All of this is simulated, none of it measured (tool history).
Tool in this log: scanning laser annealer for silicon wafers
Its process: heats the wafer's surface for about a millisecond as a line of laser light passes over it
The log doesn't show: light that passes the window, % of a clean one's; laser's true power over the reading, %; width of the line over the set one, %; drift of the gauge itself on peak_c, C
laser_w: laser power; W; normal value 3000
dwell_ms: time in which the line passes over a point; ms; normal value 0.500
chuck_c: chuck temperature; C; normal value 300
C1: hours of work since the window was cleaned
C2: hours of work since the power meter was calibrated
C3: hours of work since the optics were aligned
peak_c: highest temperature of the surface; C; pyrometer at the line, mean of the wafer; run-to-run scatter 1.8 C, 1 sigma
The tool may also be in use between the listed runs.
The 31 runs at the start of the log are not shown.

run 32 hour=1413.1 | laser_w=2851 dwell_ms=0.418 chuck_c=329 | C1=328 C2=2430 C3=460 | peak_c=975
run 33 hour=1439.3 | laser_w=2851 dwell_ms=0.418 chuck_c=329 | C1=346 C2=2448 C3=478 | peak_c=977
run 34 hour=1491.4 | laser_w=2693 dwell_ms=0.497 chuck_c=306 | C1=382 C2=2484 C3=514 | peak_c=986
-- hour=1518.7 window over the wafer cleaned
run 35 hour=1535.7 | laser_w=2995 dwell_ms=0.490 chuck_c=306 | C1=12 C2=2514 C3=544 | peak_c=1050
run 36 hour=1572.6 | laser_w=3010 dwell_ms=0.500 chuck_c=328 | C1=37 C2=2539 C3=569 | peak_c=1081
run 37 hour=1608.8 | laser_w=3111 dwell_ms=0.458 chuck_c=304 | C1=62 C2=2564 C3=594 | peak_c=1044
run 38 hour=1664.6 | laser_w=3111 dwell_ms=0.458 chuck_c=272 | C1=101 C2=2603 C3=633 | peak_c=1015
run 39 hour=1721.2 | laser_w=3111 dwell_ms=0.458 chuck_c=272 | C1=140 C2=2642 C3=672 | peak_c=1015
run 40 hour=1783.5 | laser_w=3111 dwell_ms=0.458 chuck_c=272 | C1=183 C2=2685 C3=715 | peak_c=1016

Here are 5 independent what-if runs from the current tool condition. What would each one return?
run A hour=1819.7 | laser_w=2952 dwell_ms=0.500 chuck_c=300 | C1=208 C2=2710 C3=740 | peak_c=?
run B hour=1819.7 | laser_w=3000 dwell_ms=0.431 chuck_c=310 | C1=208 C2=2710 C3=740 | peak_c=?
run C hour=1819.7 | laser_w=2837 dwell_ms=0.608 chuck_c=314 | C1=208 C2=2710 C3=740 | peak_c=?
run D hour=1819.7 | laser_w=2630 dwell_ms=0.500 chuck_c=271 | C1=208 C2=2710 C3=740 | peak_c=?
run E hour=1819.7 | laser_w=2639 dwell_ms=0.422 chuck_c=302 | C1=208 C2=2710 C3=740 | peak_c=?

run=A peak_c=1041
run=B peak_c=1001
run=C peak_c=1113
run=D peak_c=933
run=E peak_c=906
Without the tool's unlogged condition, the same runs would have read:
run=A peak_c=1042
run=B peak_c=1003
run=C peak_c=1114
run=D peak_c=934
run=E peak_c=907
